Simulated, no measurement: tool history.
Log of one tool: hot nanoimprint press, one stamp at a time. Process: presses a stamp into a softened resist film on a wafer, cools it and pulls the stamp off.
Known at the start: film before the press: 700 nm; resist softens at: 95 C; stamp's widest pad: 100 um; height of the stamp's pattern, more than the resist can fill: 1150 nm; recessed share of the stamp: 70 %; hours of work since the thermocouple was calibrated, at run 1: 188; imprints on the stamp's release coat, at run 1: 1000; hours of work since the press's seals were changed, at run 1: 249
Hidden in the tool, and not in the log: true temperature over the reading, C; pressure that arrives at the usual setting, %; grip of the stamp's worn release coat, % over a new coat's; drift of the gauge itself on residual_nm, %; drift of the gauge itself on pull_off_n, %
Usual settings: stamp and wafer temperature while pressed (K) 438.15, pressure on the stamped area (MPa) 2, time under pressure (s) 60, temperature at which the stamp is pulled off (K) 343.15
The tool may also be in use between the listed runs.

run,hour,stamp and wafer temperature while pressed (K),pressure on the stamped area (MPa),time under pressure (s),temperature at which the stamp is pulled off (K),hours of work since the thermocouple was calibrated,imprints on the stamp's release coat,hours of work since the press's seals were changed,resist left under the stamp's widest pad (nm),greatest force while the stamp is pulled off (N)
1,0,438.15,2,60,343.15,188,1000,249,358.6,123.3
2,18.8,438.15,2,104,343.15,196,1052,257,294.3,123.9
# hour 31.2: stamp cleaned and given a new release coat
3,35.1,438.15,2,60,343.15,200,10,262,357.3,121.5
4,56.5,438.15,2,86,343.15,209,70,271,314.9,122.7
5,75.2,438.15,2,91,343.15,217,122,279,309.7,121.6
6,93.3,438.15,2,91,343.15,225,172,286,309.5,121.2
7,104.4,438.15,2,91,343.15,230,203,291,309.2,121.4
8,114.6,438.15,2,91,343.15,234,231,296,308.6,122.2
9,139.8,438.15,2,91,343.15,245,301,306,309.8,120.5
10,164.4,438.15,2,91,343.15,255,369,317,308.3,120.6
11,178.1,438.15,2,91,343.15,261,407,322,308.5,120.8
# hour 194.8: plate thermocouple calibrated
12,199.5,434.15,1.57,75,334.15,2,458,330,417.2,142.5
13,211.4,434.15,1.57,55,334.15,7,491,335,456.9,141.8
14,226.4,438.15,2,60,349.15,13,533,342,358.2,105
15,243.9,441.15,2.14,35,330.15,21,581,349,379.8,151.7
16,265.8,437.15,2.57,69,330.15,30,642,358,313.8,153.6
# hour 276.7: gauge calibrated
17,282.1,438.15,1.47,49,343.15,37,687,365,434.5,122.8
18,294.4,435.15,1.74,35,338.15,42,721,370,483.4,136.6
19,308.4,444.15,1.76,60,329.15,48,760,376,316.2,157.9
20,319.5,444.15,1.76,80,332.15,53,791,381,284,150.3
21,330.3,438.15,2.91,60,349.15,58,821,386,300.4,106.8
22,349.6,438.15,2.91,60,349.15,66,874,394,300.5,106.9

5 ways to go on from here, each from the tool as it stands after run 22. What would each give?
A,366.2,438.15,1.99,60,349.15,73,920,401,?,?
B,366.2,433.15,2.27,60,336.15,73,920,401,?,?
C,366.2,432.15,2.91,48,339.15,73,920,401,?,?
D,366.2,438.15,1.84,60,349.15,73,920,401,?,?
E,366.2,438.15,1.35,60,349.15,73,920,401,?,?

run,resist left under the stamp's widest pad (nm),greatest force while the stamp is pulled off (N)
A,359.5,106.4
B,395.7,139.4
C,395.5,132
D,371.8,106.8
E,422.9,107
Without the tool's hidden state the same runs would have given:
run,resist left under the stamp's widest pad (nm),greatest force while the stamp is pulled off (N)
A,359.4,107
B,395.6,140.2
C,395.3,132.7
D,371.7,107.4
E,422.9,107.6
